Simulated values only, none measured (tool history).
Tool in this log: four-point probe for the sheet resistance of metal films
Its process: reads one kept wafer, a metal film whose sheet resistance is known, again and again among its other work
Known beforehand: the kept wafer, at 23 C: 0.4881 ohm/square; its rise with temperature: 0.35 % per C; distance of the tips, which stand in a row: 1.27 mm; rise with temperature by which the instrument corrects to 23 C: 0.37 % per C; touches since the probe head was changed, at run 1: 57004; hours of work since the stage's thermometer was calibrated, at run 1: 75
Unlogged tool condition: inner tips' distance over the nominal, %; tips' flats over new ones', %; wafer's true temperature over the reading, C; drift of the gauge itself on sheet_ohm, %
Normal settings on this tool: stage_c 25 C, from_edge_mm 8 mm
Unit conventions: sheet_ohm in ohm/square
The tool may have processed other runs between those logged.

run   hour  stage_c  from_edge_mm  touches since the probe head was changed  hours of work since the stage's thermometer was calibrated  sheet_ohm
  1      0       25             8                                     57004                                                          75   0.499242
  2   10.3       25             8                                     57712                                                          83    0.49931
  3   25.4       25             8                                     58755                                                          95   0.499372
  4   45.1       25             6                                     60110                                                         110   0.504264
  5   66.3       25             6                                     61566                                                         127   0.504407
  6   76.2       32             6                                     62245                                                         134   0.503601
  7   94.9       32             6                                     63530                                                         149   0.503484
  8  110.2       32             6                                     64587                                                         161   0.503683
  9  131.2       32             6                                     66030                                                         177   0.503651
 10    150       25             8                                     67323                                                         192   0.499511
 11  162.8       27            49                                     68204                                                         202   0.492968
 12    182       19            14                                     69524                                                         217   0.495705
 13  191.7       19            14                                     70196                                                         224   0.495737
     194.1  -- stage's thermometer calibrated
 14  205.3       19            14                                     71094                                                           9   0.495837
 15  214.2       24            12                                     71707                                                          16   0.496162
 16  226.8       25            21                                     72572                                                          25   0.493861
 17  246.9       25            21                                     73958                                                          41   0.494193
 18  267.8       24             4                                     75393                                                          57    0.51858
     280.6  -- stage's thermometer calibrated, once more
 19  289.5       24             4                                     76853                                                           7   0.518754
 20  299.4       19            11                                     77530                                                          15   0.497468

Each row is a separate what-if for the run after 20, all from the same tool condition, not one after another. Results?
  A  317.5       26             8                                     78780                                                          29          ?
  B  317.5       19            30                                     78780                                                          29          ?
  C  317.5       33             3                                     78780                                                          29          ?
  D  317.5       25            28                                     78780                                                          29          ?

run  sheet_ohm
  A   0.500028
  B   0.494675
  C   0.535745
  D     0.4939
Had the tool no hidden state, the same runs would have come out as:
run  sheet_ohm
  A   0.494364
  B   0.489066
  C   0.529716
  D     0.4883
